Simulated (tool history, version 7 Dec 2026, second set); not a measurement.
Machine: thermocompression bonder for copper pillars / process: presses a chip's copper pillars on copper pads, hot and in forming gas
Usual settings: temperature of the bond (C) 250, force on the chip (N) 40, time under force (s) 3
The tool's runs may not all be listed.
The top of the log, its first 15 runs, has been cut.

run	hour	temperature of the bond (C)	force on the chip (N)	time under force (s)	force that shears a chip off (N)
16	103.8	250	43	7	114.4
17	110.5	250	43	7	114.4
18	115.9	226	42	6	88.6
19	121.0	226	42	6	86.5
20	130.2	226	38	2	53.2
21	137.0	254	38	5	95.3
22	141.7	250	26	3	53.1
23	149.8	250	26	3	53.3
24	156.0	276	40	3	100.7
25	163.8	250	40	3	81.1
26	171.6	250	40	3	80.4
27	176.9	233	32	3	54.5
28	181.5	267	56	3	117.7
29	189.9	277	25	3	66.3
30	195.3	259	38	3	83.5
31	203.8	259	38	3	82.1
32	212.9	259	38	3	82.4
33	217.9	259	38	3	81.7

Branching from run 33: 5 alternative next runs. What would each branch give?
A	225.5	234	40	3	?
B	225.5	236	40	3	?
C	225.5	263	38	2	?
D	225.5	250	27	2	?
E	225.5	259	33	3	?

run	force that shears a chip off (N)
A	67.9
B	70.1
C	74.9
D	44.9
E	71.0
Stripped of hidden state, with their random variation kept, the same runs would have yielded:
run	force that shears a chip off (N)
A	75.7
B	78.0
C	83.1
D	50.4
E	78.9
